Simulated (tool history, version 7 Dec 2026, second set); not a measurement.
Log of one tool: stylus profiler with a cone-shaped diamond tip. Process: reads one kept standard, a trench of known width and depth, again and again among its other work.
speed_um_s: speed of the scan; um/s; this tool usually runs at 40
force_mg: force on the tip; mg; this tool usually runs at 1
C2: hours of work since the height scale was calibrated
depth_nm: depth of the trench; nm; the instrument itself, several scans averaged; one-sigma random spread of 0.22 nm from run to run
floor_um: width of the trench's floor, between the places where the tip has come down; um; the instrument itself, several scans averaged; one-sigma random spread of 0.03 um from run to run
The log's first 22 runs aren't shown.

Run 23, hour 735.3: usual settings but speed_um_s 140 um/s, force_mg 1.44 mg; scans with this tip 3159; C2 769. Result: depth_nm 1004.25 nm, floor_um 21.61 um.
Run 24, hour 777.3: usual settings but speed_um_s 11 um/s, force_mg 2.96 mg; scans with this tip 3255; C2 792. Result: depth_nm 1009.1 nm, floor_um 22.08 um.
Run 25, hour 821.9: usual settings but speed_um_s 20 um/s, force_mg 0.43 mg; scans with this tip 3356; C2 817. Result: depth_nm 999.92 nm, floor_um 21.92 um.
Run 26, hour 861.4: usual settings but speed_um_s 72 um/s, force_mg 0.41 mg; scans with this tip 3446; C2 839. Result: depth_nm 999.42 nm, floor_um 21.43 um.
Run 27, hour 899.9: usual settings but speed_um_s 72 um/s, force_mg 0.41 mg; scans with this tip 3534; C2 860. Result: depth_nm 999.69 nm, floor_um 21.48 um.
Run 28, hour 942.5: usual settings but speed_um_s 72 um/s, force_mg 0.41 mg; scans with this tip 3631; C2 884. Result: depth_nm 999.21 nm, floor_um 21.34 um.
Run 29, hour 988.3: usual settings but speed_um_s 72 um/s, force_mg 0.41 mg; scans with this tip 3735; C2 909. Result: depth_nm 999.02 nm, floor_um 21.39 um.
Run 30, hour 1024.1: usual settings but speed_um_s 70 um/s, force_mg 0.41 mg; scans with this tip 3817; C2 929. Result: depth_nm 999.35 nm, floor_um 21.27 um.
Run 31, hour 1064.1: usual settings but speed_um_s 37 um/s, force_mg 1.47 mg; scans with this tip 3908; C2 951. Result: depth_nm 1004.12 nm, floor_um 21.64 um.
Run 32, hour 1084.1: usual settings but speed_um_s 46 um/s; scans with this tip 3953; C2 962. Result: depth_nm 1001.8 nm, floor_um 21.57 um.

Below are 3 alternative next runs, each starting from the tool's condition after run 32. Predict each:
Run A, hour 1113.5: usual settings but speed_um_s 69 um/s; scans with this tip 4021; C2 979. Result: depth_nm ?, floor_um ?.
Run B, hour 1113.5: usual settings but speed_um_s 10 um/s, force_mg 0.62 mg; scans with this tip 4021; C2 979. Result: depth_nm ?, floor_um ?.
Run C, hour 1113.5: usual settings but speed_um_s 13 um/s, force_mg 2.41 mg; scans with this tip 4021; C2 979. Result: depth_nm ?, floor_um ?.

run  depth_nm  floor_um
  A   1001.86     21.41
  B    999.76     21.68
  C   1006.28     21.69
The same runs, with their run-to-run variation unchanged, on a tool lacking any hidden condition would have given:
run  depth_nm  floor_um
  A    1006.1     23.65
  B   1003.99     23.93
  C   1010.54     23.93

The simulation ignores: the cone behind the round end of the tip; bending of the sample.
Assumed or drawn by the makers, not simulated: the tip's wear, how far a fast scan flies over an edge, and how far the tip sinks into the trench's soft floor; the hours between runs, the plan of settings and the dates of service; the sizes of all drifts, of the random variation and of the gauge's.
